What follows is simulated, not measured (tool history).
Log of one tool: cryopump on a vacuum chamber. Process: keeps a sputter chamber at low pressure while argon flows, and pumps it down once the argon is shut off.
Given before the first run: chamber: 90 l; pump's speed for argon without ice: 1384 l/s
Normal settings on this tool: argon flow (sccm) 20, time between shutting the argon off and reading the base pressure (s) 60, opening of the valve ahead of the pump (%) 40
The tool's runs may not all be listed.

run    hour  argon flow (sccm)  time between shutting the argon off and reading the base pressure (s)  opening of the valve ahead of the pump (%)  pressure while argon flows (Pa)  pressure after the wait (uPa)
  1       0                 20                                                                     60                                          40                           0.0613                           3.77
  2    28.8                 25                                                                     60                                          40                           0.0781                            3.7
  3    64.7                 25                                                                     60                                          40                           0.0788                           3.85
  4   107.7                 25                                                                     60                                          40                           0.0789                           3.94
  5   171.3                 25                                                                     60                                          40                           0.0797                              4
  6   208.2                 25                                                                     60                                          40                           0.0805                           4.01
  7   266.1                 25                                                                     60                                          40                           0.0796                           4.12
  8   310.2                 25                                                                     60                                          40                           0.0807                           4.15
  9   353.8                 20                                                                     27                                          40                           0.0658                           6.35
 10   384.4                 20                                                                     27                                          40                           0.0654                           6.43
 11   452.8                 20                                                                     27                                          40                           0.0668                           6.42
 12     523                 20                                                                     27                                          40                           0.0669                           6.63
      549.3  -- pump warmed up, emptied and cooled again
 13     561                 20                                                                     27                                          40                           0.0609                           6.24
 14   627.5                 20                                                                     27                                          40                           0.0611                           6.36
 15     685                 20                                                                     27                                          40                           0.0615                            6.4
 16   731.9                 20                                                                     27                                          40                           0.0626                           6.24
 17   792.8                 21                                                                     30                                          54                           0.0483                           6.22
 18   857.5                 19                                                                     60                                          19                           0.1249                           4.61
 19     905                 19                                                                    275                                          26                           0.0922                           3.22
 20   964.5                 20                                                                     60                                          25                           0.1006                           4.67
 21  1034.3                 20                                                                     60                                          26                           0.0985                           4.64
 22  1076.3                 20                                                                     58                                          26                           0.0979                           4.89
 23  1123.4                  9                                                                    127                                          27                           0.0431                           4.14
 24  1161.3                  9                                                                    127                                          27                           0.0428                           4.06
 25  1229.7                 18                                                                    224                                          19                           0.1214                           3.97
     1284.4  -- pump warmed up, emptied and cooled again
 26  1287.3                 10                                                                     60                                          40                           0.0303                           4.76
 27  1355.1                 10                                                                     60                                          40                           0.0304                           4.79
 28  1412.6                 20                                                                     60                                          18                            0.137                           4.91
 29  1459.6                 11                                                                     67                                          18                           0.0759                           4.82
 30  1515.6                 11                                                                     67                                          18                           0.0762                           4.85
 31  1557.6                 20                                                                     27                                          40                           0.0643                           7.31

3 options for the next run, each taken on its own from the tool as it stands now. Forecast them:
  A  1601.8                  9                                                                     27                                          23                                ?                              ?
  B  1601.8                 36                                                                     94                                          38                                ?                              ?
  C  1601.8                 15                                                                     60                                          40                                ?                              ?

run  pressure while argon flows (Pa)  pressure after the wait (uPa)
  A                           0.0496                           7.37
  B                           0.1203                           4.45
  C                           0.0479                           5.33
Take away the tool's hidden state, keep each run's random variation, and the runs would have read:
run  pressure while argon flows (Pa)  pressure after the wait (uPa)
  A                           0.0483                           4.13
  B                           0.1153                           1.31
  C                           0.0459                           2.06

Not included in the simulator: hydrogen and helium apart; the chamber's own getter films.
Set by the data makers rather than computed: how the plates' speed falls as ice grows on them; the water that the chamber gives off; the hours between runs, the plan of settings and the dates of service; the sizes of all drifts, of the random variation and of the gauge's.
